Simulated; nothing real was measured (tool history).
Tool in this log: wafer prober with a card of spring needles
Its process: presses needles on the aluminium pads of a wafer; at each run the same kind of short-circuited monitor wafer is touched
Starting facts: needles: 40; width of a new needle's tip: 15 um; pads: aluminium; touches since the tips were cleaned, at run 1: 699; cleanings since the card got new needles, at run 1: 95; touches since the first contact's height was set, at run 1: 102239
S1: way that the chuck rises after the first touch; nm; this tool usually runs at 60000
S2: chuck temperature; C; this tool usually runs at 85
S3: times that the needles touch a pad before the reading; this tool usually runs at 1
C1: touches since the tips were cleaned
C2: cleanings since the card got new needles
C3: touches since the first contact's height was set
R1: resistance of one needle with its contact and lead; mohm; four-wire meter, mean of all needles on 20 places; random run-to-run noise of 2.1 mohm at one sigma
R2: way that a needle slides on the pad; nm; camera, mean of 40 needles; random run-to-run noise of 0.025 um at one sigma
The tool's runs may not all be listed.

run	day	S1	S2	S3	C1	C2	C3	R1	R2
1	0	60000	85	1	699	95	102239	257	14120
# day 0.521: height of the first contact set anew
# day 0.696: tips cleaned on abrasive film
# day 1.546: tips cleaned on abrasive film
2	2.171	60000	85	1	6101	97	16046	311	14290
# day 2.346: tips cleaned on abrasive film
# day 3.2: tips cleaned on abrasive film
# day 4.025: tips cleaned on abrasive film
# day 4.879: tips cleaned on abrasive film
# day 5.704: tips cleaned on abrasive film
3	5.704	60000	85	1	0	102	50436	231	14200
# day 6.558: tips cleaned on abrasive film
# day 7.412: tips cleaned on abrasive film
# day 8.267: tips cleaned on abrasive film
4	8.488	60000	85	1	2188	105	77549	288	14110
# day 9.004: tips cleaned on abrasive film
# day 9.858: tips cleaned on abrasive film
# day 10.712: tips cleaned on abrasive film
# day 11.567: tips cleaned on abrasive film
# day 11.579: height of the first contact set anew
5	11.642	60000	85	2	586	109	586	245	14330
# day 12.325: tips cleaned on abrasive film
# day 13.179: tips cleaned on abrasive film
# day 13.862: tips cleaned on abrasive film
# day 14.675: tips cleaned on abrasive film
6	14.675	60000	85	2	0	113	30138	232	14300
# day 15.533: tips cleaned on abrasive film
# day 16.383: tips cleaned on abrasive film
# day 17.225: tips cleaned on abrasive film
7	17.225	60000	85	1	0	116	54936	240	14190
# day 17.908: tips cleaned on abrasive film
# day 18.592: tips cleaned on abrasive film
# day 19.446: tips cleaned on abrasive film
8	20.125	55000	85	1	6651	119	83227	348	12910
# day 20.279: tips cleaned on abrasive film
# day 21.125: tips cleaned on abrasive film
# day 21.975: tips cleaned on abrasive film
# day 22.667: height of the first contact set anew
# day 22.842: tips cleaned on abrasive film
9	23.4	60000	85	1	5446	123	7111	319	14290
# day 23.575: tips cleaned on abrasive film
# day 24.258: tips cleaned on abrasive film
# day 25.112: tips cleaned on abrasive film
10	25.771	60000	85	1	6431	126	30187	330	14220
# day 25.946: tips cleaned on abrasive film
# day 26.8: tips cleaned on abrasive film
# day 27.654: tips cleaned on abrasive film
11	28.088	60000	85	1	4247	129	52738	316	14170
# day 28.433: tips cleaned on abrasive film
# day 29.279: tips cleaned on abrasive film
# day 30.121: tips cleaned on abrasive film
# day 30.962: tips cleaned on abrasive film
12	31.117	60000	85	1	1491	133	82221	265	14160
# day 31.796: tips cleaned on abrasive film
# day 32.65: tips cleaned on abrasive film
13	33.238	60000	85	1	5764	135	102910	329	14080
# day 33.412: tips cleaned on abrasive film
# day 33.596: height of the first contact set anew
# day 34.112: tips cleaned on abrasive film
# day 34.967: tips cleaned on abrasive film
# day 35.65: tips cleaned on abrasive film
# day 36.504: tips cleaned on abrasive film
14	36.896	60000	61	1	3814	140	32112	305	14230
# day 37.238: tips cleaned on abrasive film
# day 38.092: tips cleaned on abrasive film
15	38.508	60000	61	1	4055	142	47821	311	14230
# day 38.854: tips cleaned on abrasive film
# day 39.538: tips cleaned on abrasive film
# day 40.392: tips cleaned on abrasive film
16	40.604	54000	50	1	2085	145	68218	286	12750
# day 41.117: tips cleaned on abrasive film
# day 41.967: tips cleaned on abrasive film
# day 42.804: tips cleaned on abrasive film
17	43.238	54000	50	2	4210	148	93844	289	12670
# day 43.562: tips cleaned on abrasive film
# day 44.4: tips cleaned on abrasive film
# day 44.583: height of the first contact set anew
18	44.738	54000	50	2	3207	150	1542	277	12850
# day 45.254: tips cleaned on abrasive film
# day 45.938: tips cleaned on abrasive film
# day 46.792: tips cleaned on abrasive film
# day 47.625: tips cleaned on abrasive film
19	47.629	54000	50	2	32	154	29657	234	12820
# day 48.312: tips cleaned on abrasive film
# day 48.996: tips cleaned on abrasive film
20	49.596	54000	50	2	5888	156	48839	299	12790
# day 49.771: tips cleaned on abrasive film
# day 50.617: tips cleaned on abrasive film
21	51.283	43000	37	3	6544	158	65256	296	10150
# day 51.458: tips cleaned on abrasive film
# day 52.3: tips cleaned on abrasive film
# day 53.154: tips cleaned on abrasive film
# day 53.996: tips cleaned on abrasive film
22	54.267	43000	37	3	2659	162	94278	277	10060
# day 54.779: tips cleaned on abrasive film
# day 55.638: tips cleaned on abrasive film
# day 55.65: height of the first contact set anew
23	56.062	56000	112	3	4066	164	4066	273	13330
# day 56.408: tips cleaned on abrasive film
# day 57.262: tips cleaned on abrasive film
24	57.583	62000	35	1	3143	166	18862	294	14750
# day 58.083: tips cleaned on abrasive film
# day 58.938: tips cleaned on abrasive film
# day 59.775: tips cleaned on abrasive film
25	59.775	56000	85	1	0	169	40191	244	13260
# day 60.629: tips cleaned on abrasive film
# day 61.375: tips cleaned on abrasive film
26	61.375	73000	85	1	0	171	55766	228	17310

Difference, measured minus no-hidden-state, one row per run. Run-to-run variation is common to both terms; the gauge's own scatter need not be:
Hidden state at play: debris on the tips, nm; way that the needles fall short of the set height, um; tips' diameter, um; drift of the gauge itself on contact_mohm, %; drift of the gauge itself on scrub_um, %.
run	R1	R2
1	+26	-220
2	+86	-30
3	+9	-120
4	+59	-170
5	+14	+0
6	+6	-70
7	+12	-130
8	+120	-180
9	+91	-10
10	+100	-60
11	+86	-110
12	+42	-170
13	+101	-220
14	+84	-80
15	+88	-110
16	+64	-160
17	+70	-210
18	+57	+0
19	+14	-60
20	+78	-100
21	+76	-120
22	+53	-190
23	+38	+0
24	+79	-30
25	+16	-80
26	+8	-130
